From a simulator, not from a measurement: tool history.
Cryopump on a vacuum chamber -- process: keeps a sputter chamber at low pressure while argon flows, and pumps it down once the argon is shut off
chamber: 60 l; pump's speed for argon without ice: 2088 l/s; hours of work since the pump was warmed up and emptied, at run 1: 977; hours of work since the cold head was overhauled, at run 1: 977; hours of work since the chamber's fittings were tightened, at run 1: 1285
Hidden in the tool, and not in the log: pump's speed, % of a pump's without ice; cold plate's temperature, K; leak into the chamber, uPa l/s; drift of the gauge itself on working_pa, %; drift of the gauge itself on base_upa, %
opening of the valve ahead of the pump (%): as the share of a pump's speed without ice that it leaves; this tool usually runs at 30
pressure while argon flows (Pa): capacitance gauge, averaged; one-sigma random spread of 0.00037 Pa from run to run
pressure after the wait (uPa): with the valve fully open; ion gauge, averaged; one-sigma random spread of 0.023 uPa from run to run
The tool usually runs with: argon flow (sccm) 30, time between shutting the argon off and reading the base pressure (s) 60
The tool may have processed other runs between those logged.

| run | hour | argon flow (sccm) | time between shutting the argon off and reading the base pressure (s) | opening of the valve ahead of the pump (%) | hours of work since the pump was warmed up and emptied | hours of work since the cold head was overhauled | hours of work since the chamber's fittings were tightened | pressure while argon flows (Pa) | pressure after the wait (uPa) |
|---|---|---|---|---|---|---|---|---|---|
| 1 | 0 | 30 | 60 | 30 | 977 | 977 | 1285 | 0.0851 | 1.34 |
| 2 | 72.4 | 30 | 60 | 30 | 1034 | 1034 | 1343 | 0.0855 | 1.42 |
|  | 114.6 | pump warmed up, emptied and cooled again |
| 3 | 161 | 30 | 60 | 30 | 37 | 1101 | 1410 | 0.0821 | 1.3 |
| 4 | 268.8 | 30 | 60 | 30 | 123 | 1188 | 1496 | 0.0817 | 1.41 |
| 5 | 352.2 | 30 | 219 | 30 | 190 | 1254 | 1563 | 0.0813 | 0.93 |
| 6 | 461.2 | 30 | 219 | 30 | 277 | 1342 | 1650 | 0.0821 | 1.01 |
| 7 | 540.9 | 30 | 219 | 30 | 341 | 1405 | 1714 | 0.083 | 1.06 |
| 8 | 643.7 | 30 | 219 | 30 | 423 | 1488 | 1796 | 0.0835 | 1.08 |
| 9 | 773.1 | 30 | 219 | 30 | 527 | 1591 | 1900 | 0.0836 | 1.11 |
| 10 | 866.7 | 30 | 60 | 30 | 602 | 1666 | 1975 | 0.0839 | 1.65 |
| 11 | 998.3 | 30 | 34 | 30 | 707 | 1771 | 2080 | 0.0843 | 2.03 |
| 12 | 1124.5 | 28 | 60 | 30 | 808 | 1872 | 2181 | 0.0795 | 1.75 |
| 13 | 1196.4 | 28 | 60 | 30 | 866 | 1930 | 2238 | 0.0797 | 1.79 |
| 14 | 1286.9 | 28 | 60 | 30 | 938 | 2002 | 2311 | 0.0804 | 1.79 |
| 15 | 1397.8 | 30 | 60 | 30 | 1027 | 2091 | 2400 | 0.0862 | 1.91 |
|  | 1449.5 | pump warmed up, emptied and cooled again |
| 16 | 1510.8 | 30 | 60 | 30 | 49 | 2177 | 2486 | 0.0822 | 1.79 |
| 17 | 1605.1 | 30 | 60 | 30 | 125 | 2253 | 2561 | 0.0819 | 1.73 |
| 18 | 1729.9 | 30 | 58 | 30 | 224 | 2353 | 2661 | 0.0824 | 1.91 |
| 19 | 1800.5 | 28 | 58 | 44 | 281 | 2409 | 2718 | 0.0536 | 2 |
| 20 | 1858.4 | 28 | 58 | 44 | 327 | 2456 | 2764 | 0.053 | 1.92 |
| 21 | 1939.4 | 28 | 58 | 44 | 392 | 2520 | 2829 | 0.0539 | 2.04 |
| 22 | 2062.3 | 28 | 58 | 25 | 490 | 2619 | 2927 | 0.0933 | 2.08 |
| 23 | 2148.7 | 30 | 91 | 54 | 559 | 2688 | 2996 | 0.0485 | 1.98 |
| 24 | 2257.7 | 30 | 91 | 54 | 647 | 2775 | 3084 | 0.0482 | 1.99 |
| 25 | 2377.1 | 30 | 69 | 15 | 742 | 2871 | 3179 | 0.1655 | 2.17 |
| 26 | 2505.4 | 30 | 69 | 15 | 845 | 2973 | 3282 | 0.1656 | 2.29 |
| 27 | 2573.4 | 29 | 42 | 30 | 899 | 3028 | 3336 | 0.0827 | 2.65 |

Expected results for the next run?
| 28 | 2656.4 | 29 | 42 | 30 | 966 | 3094 | 3403 | ? | ? |

Logged for run 28: pressure while argon flows (Pa) 0.0822, pressure after the wait (uPa) 2.67.
With no hidden state in the tool, this same run would have given pressure while argon flows (Pa) 0.0775, pressure after the wait (uPa) 0.92.
